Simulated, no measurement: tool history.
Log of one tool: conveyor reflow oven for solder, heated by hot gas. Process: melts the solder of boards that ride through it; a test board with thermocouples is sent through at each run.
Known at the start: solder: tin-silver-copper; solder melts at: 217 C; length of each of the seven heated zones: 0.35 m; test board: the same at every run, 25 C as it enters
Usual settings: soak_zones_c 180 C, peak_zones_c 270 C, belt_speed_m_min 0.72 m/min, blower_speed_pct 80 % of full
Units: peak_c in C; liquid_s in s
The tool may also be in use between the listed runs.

| run | day | soak_zones_c | peak_zones_c | belt_speed_m_min | blower_speed_pct | peak_c | liquid_s |
|---|---|---|---|---|---|---|---|
| 1 | 0 | 180 | 270 | 0.72 | 80 | 253.6 | 46 |
| 2 | 1.654 | 178 | 270 | 0.72 | 80 | 253.5 | 44.9 |
|  | 3.308 | flux residue cleaned out of gas plates and filters |
| 3 | 3.579 | 178 | 270 | 0.72 | 80 | 256.3 | 47.4 |
| 4 | 5.179 | 178 | 270 | 0.72 | 80 | 256.3 | 47.2 |
| 5 | 6.321 | 180 | 269 | 0.72 | 80 | 255.8 | 47.5 |
|  | 6.658 | belt drive overhauled, speed set with a stopwatch |
| 6 | 8.029 | 180 | 283 | 0.72 | 80 | 267.6 | 52.5 |
| 7 | 9.267 | 180 | 270 | 0.586 | 81 | 262 | 63.3 |
|  | 9.808 | belt drive overhauled, speed set with a stopwatch, once more |
| 8 | 11.183 | 168 | 270 | 0.785 | 50 | 243.5 | 31.5 |
| 9 | 12.271 | 168 | 270 | 0.785 | 50 | 243.7 | 31.6 |

The next listed run, before its measurement:
| 10 | 14 | 180 | 270 | 0.777 | 80 | ? | ? |

peak_c: 253.2 C
liquid_s: 41.7 s
Without the tool's hidden state the same run would have given peak_c 252.4 C, liquid_s 41.5 s.

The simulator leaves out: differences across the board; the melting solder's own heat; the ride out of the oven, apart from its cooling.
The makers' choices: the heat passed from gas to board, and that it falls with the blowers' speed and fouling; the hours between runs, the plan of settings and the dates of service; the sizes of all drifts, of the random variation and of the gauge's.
